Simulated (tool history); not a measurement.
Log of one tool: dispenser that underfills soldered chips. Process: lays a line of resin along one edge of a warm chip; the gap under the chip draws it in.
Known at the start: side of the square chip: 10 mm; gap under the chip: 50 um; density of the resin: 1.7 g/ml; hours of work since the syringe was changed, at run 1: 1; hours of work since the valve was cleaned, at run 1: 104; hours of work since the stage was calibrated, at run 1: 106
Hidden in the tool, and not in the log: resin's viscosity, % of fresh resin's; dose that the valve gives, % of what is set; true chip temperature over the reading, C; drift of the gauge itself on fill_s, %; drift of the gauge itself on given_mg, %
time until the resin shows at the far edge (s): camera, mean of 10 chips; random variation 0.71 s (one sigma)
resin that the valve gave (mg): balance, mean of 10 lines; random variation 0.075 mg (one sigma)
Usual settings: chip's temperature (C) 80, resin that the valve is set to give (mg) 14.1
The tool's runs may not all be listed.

| run | day | chip's temperature (C) | resin that the valve is set to give (mg) | hours of work since the syringe was changed | hours of work since the valve was cleaned | hours of work since the stage was calibrated | time until the resin shows at the far edge (s) | resin that the valve gave (mg) |
|---|---|---|---|---|---|---|---|---|
| 1 | 0.000 | 80 | 14.1 | 1 | 104 | 106 | 64.6 | 13.34 |
| 2 | 0.200 | 80 | 14.1 | 4 | 107 | 109 | 74.9 | 13.18 |
| 3 | 0.421 | 80 | 14.1 | 7 | 110 | 112 | 85.8 | 13.24 |
| 4 | 0.650 | 80 | 14.1 | 10 | 114 | 116 | 96.6 | 13.18 |
|  | 0.733 | new syringe of resin |
| 5 | 0.846 | 80 | 14.1 | 2 | 117 | 118 | 69.4 | 13.18 |
| 6 | 0.983 | 80 | 14.1 | 4 | 119 | 120 | 75.3 | 13.05 |
| 7 | 1.125 | 74 | 12.5 | 6 | 121 | 123 | 108.8 | 11.68 |
| 8 | 1.329 | 79 | 13.8 | 9 | 124 | 126 | 96.7 | 12.80 |
|  | 1.517 | new syringe of resin |
| 9 | 1.554 | 79 | 13.8 | 1 | 127 | 129 | 68.6 | 12.77 |

The next listed run, before its measurement:
| 10 | 1.700 | 79 | 15.9 | 3 | 129 | 131 | ? | ? |

time until the resin shows at the far edge (s): 73.2
resin that the valve gave (mg): 14.80
Without the tool's hidden state the same run would have given time until the resin shows at the far edge (s) 65.0, resin that the valve gave (mg) 16.01.
